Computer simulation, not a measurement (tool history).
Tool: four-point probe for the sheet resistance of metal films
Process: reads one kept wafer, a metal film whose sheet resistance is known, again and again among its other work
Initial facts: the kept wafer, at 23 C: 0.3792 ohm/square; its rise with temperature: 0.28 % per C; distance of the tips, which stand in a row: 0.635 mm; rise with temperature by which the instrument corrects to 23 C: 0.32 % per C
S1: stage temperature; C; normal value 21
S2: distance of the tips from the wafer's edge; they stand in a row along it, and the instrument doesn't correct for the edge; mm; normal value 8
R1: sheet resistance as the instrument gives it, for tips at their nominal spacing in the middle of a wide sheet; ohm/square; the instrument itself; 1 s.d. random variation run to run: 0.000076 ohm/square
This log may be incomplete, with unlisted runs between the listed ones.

run 1 day=0 | S1=21 S2=8 | R1=0.379316
run 2 day=0.517 | S1=21 S2=5 | R1=0.381191
run 3 day=1.067 | S1=18 S2=5 | R1=0.381859
run 4 day=2.008 | S1=18 S2=5 | R1=0.381793
run 5 day=3.021 | S1=18 S2=5 | R1=0.381726
-- day=3.104 stage's thermometer calibrated
run 6 day=3.983 | S1=18 S2=5 | R1=0.381855
run 7 day=4.733 | S1=21 S2=21 | R1=0.378392
run 8 day=5.658 | S1=21 S2=21 | R1=0.378377
run 9 day=6.525 | S1=21 S2=21 | R1=0.378332

What will run 10 give?
run 10 day=7.067 | S1=29 S2=12 | R1=?

{"run 10": {"R1": 0.377676}}
Minus the tool's unlogged condition, the same run would have read R1 0.378972 ohm/square.
